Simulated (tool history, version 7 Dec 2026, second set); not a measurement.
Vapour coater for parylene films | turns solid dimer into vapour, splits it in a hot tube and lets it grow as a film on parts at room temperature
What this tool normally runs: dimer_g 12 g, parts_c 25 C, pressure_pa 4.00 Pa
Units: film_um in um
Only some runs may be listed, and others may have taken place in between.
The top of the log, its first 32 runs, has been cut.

run   hour  dimer_g  parts_c  pressure_pa  film_um
 33  414.8        7       19         3.86     1.25
 34  423.7        7       19         3.86     1.20
 35  440.0       13       26         2.37     1.93
 36  453.7       17       19         3.51     2.98
 37  464.6        6       27         8.36     0.70
 38  471.5       15       35         3.24     1.63
 39  487.7       10       35         3.56     1.07
 40  503.0       10       35         3.56     1.06

Below are 5 alternative next runs, each starting from the tool's condition after run 40. Predict each:
  A  514.5       12       24         4.03        ?
  B  514.5       20       20         3.56        ?
  C  514.5       12       25         4.21        ?
  D  514.5        6       25         2.22        ?
  E  514.5       12       30         2.26        ?

run  film_um
  A     1.72
  B     3.28
  C     1.67
  D     0.91
  E     1.55
Stripped of hidden state, with their random variation kept, the same runs would have yielded:
run  film_um
  A     1.97
  B     3.75
  C     1.91
  D     1.04
  E     1.77

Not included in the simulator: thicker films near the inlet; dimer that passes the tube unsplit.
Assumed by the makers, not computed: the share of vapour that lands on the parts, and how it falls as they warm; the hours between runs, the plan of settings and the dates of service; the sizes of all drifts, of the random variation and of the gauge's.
